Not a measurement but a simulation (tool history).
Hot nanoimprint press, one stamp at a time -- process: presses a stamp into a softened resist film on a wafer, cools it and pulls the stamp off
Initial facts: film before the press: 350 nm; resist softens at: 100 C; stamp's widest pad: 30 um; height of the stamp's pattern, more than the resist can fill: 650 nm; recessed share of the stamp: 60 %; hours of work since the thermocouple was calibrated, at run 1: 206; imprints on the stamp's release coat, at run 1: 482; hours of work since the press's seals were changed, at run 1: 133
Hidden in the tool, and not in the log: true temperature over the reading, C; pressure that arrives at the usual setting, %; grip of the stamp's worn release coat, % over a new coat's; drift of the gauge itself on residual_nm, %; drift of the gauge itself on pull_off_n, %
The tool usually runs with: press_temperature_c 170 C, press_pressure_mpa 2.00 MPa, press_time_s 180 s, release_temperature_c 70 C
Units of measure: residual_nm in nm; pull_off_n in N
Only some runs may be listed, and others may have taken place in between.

run	hour	press_temperature_c	press_pressure_mpa	press_time_s	release_temperature_c	hours of work since the thermocouple was calibrated	imprints on the stamp's release coat	hours of work since the press's seals were changed	residual_nm	pull_off_n
1	0.0	170	2.00	180	70	206	482	133	162.2	161
2	24.5	170	2.00	268	70	225	582	152	142.0	158
3	58.1	178	2.00	180	70	251	718	179	126.8	160
4	79.3	178	2.00	92	70	268	804	195	161.2	157
# hour 95.1: stamp cleaned and given a new release coat
5	103.4	178	2.00	92	70	282	33	209	160.9	157
6	137.4	170	2.00	180	56	309	171	236	163.5	205
7	151.9	170	2.00	209	56	320	230	247	155.2	205
8	176.5	170	2.00	180	70	339	330	266	163.9	162
9	197.6	170	2.00	180	70	356	415	283	163.8	162
# hour 219.2: plate thermocouple calibrated
10	229.8	170	2.00	180	70	8	534	306	163.5	156
11	251.4	170	2.00	180	70	25	621	322	164.0	160
12	270.2	170	2.00	180	70	40	698	337	163.9	158
13	299.1	170	1.33	180	70	62	815	360	201.1	163
# hour 313.1: stamp cleaned and given a new release coat
14	334.5	170	2.00	325	70	85	87	383	133.8	161
15	351.2	170	2.00	180	70	98	155	396	164.4	158
16	372.3	172	2.35	180	74	115	240	412	142.2	147
17	393.5	170	2.29	101	74	131	326	429	187.0	148
18	415.3	170	2.29	101	74	148	415	446	186.1	147
19	432.2	167	2.64	101	76	162	483	459	189.9	142
20	466.7	167	2.64	101	76	189	623	486	191.2	140
21	481.3	167	2.64	101	76	200	682	497	190.7	142
22	514.9	170	2.00	304	70	226	819	523	138.2	159
# hour 528.1: stamp cleaned and given a new release coat
23	538.2	170	2.62	99	77	240	41	537	175.2	139
24	572.6	170	2.62	99	77	267	180	564	176.3	137
25	587.6	170	2.62	168	59	278	241	576	146.9	194
26	604.5	178	1.27	132	59	291	310	589	183.1	195
# hour 613.5: gauge calibrated
27	624.2	158	2.00	180	68	307	390	604	232.9	170
28	648.2	177	2.00	180	70	326	487	623	130.4	160
29	678.5	177	2.00	180	70	349	610	647	130.9	158

Hidden state or all else? Some run-to-run changes of residual_nm, split into what the settings, what came in and random variation would give without the hidden state, and what is left for the hidden state (with any gauge scatter that isn't in both results):
Run 13 -> 14: press_pressure_mpa 1.33 -> 2.00, press_time_s 180 -> 325, stamp cleaned and given a new release coat. residual_nm -67.3 nm: hidden state -0.5, all else -66.8.
Run 22 -> 23: press_pressure_mpa 2.00 -> 2.62, press_time_s 304 -> 99, release_temperature_c 70 -> 77, stamp cleaned and given a new release coat. residual_nm +37.0 nm: hidden state +0.9, all else +36.1.
Run 26 -> 27: press_temperature_c 178 -> 158, press_pressure_mpa 1.27 -> 2.00, press_time_s 132 -> 180, release_temperature_c 59 -> 68, gauge calibrated. residual_nm +49.8 nm: hidden state -3.9, all else +53.7.
Run 27 -> 28: press_temperature_c 158 -> 177, release_temperature_c 68 -> 70. residual_nm -102.5 nm: hidden state +0.1, all else -102.6.
